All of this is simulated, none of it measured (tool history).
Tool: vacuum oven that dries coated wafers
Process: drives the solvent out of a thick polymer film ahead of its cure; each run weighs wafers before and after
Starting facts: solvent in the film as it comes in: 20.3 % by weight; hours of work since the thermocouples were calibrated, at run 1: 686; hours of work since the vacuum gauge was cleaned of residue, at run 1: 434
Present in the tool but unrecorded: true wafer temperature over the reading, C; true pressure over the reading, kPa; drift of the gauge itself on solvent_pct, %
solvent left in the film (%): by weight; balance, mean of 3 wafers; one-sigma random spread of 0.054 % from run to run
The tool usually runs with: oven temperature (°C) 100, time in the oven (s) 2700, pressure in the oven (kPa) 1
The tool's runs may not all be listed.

run	hour	oven temperature (°C)	time in the oven (s)	pressure in the oven (kPa)	hours of work since the thermocouples were calibrated	hours of work since the vacuum gauge was cleaned of residue	solvent left in the film (%)
1	0	100	2700	1	686	434	2.5
2	41.7	100	2700	1	716	463	2.59
3	109.4	100	2700	1	764	511	2.57
4	191.8	100	2700	1	822	569	2.65
5	229	100	2700	1	848	596	2.67
6	294.1	100	2700	1	895	642	2.73
7	332	103	2700	1	921	669	2.16
8	371.2	100	2700	1.76	949	696	3.72
9	418.1	100	2700	0.55	982	730	2.22
10	505	100	2700	0.55	1044	791	2.36
11	545.1	111	1920	0.94	1072	820	1.69
# hour 554.3: oven's thermocouples calibrated
12	620.1	109	1740	0.75	47	871	2.36
# hour 708.2: oven's thermocouples calibrated, once more
13	708.2	96	1740	0.75	0	932	5.02
14	767.2	96	3660	1.57	42	974	3.25
15	825.8	96	2940	0.99	83	1016	3.19
16	893.7	96	2940	0.99	131	1064	3.25
17	953.3	92	2640	0.99	174	1106	4.83
18	1008.4	100	2700	3.85	213	1145	6.1
19	1056.1	109	2700	2.23	246	1179	2.53
20	1137.3	100	3840	0.6	304	1236	1.7

3 options for the next run, each taken on its own from the tool as it stands now. Forecast them:
A	1188.5	99	2340	0.95	340	1272	?
B	1188.5	100	2220	0.59	340	1272	?
C	1188.5	100	2040	1	340	1272	?

run	solvent left in the film (%)
A	3.53
B	3.07
C	3.82
With no hidden state in the tool, these same runs would have given:
run	solvent left in the film (%)
A	2.73
B	2.3
C	3.02
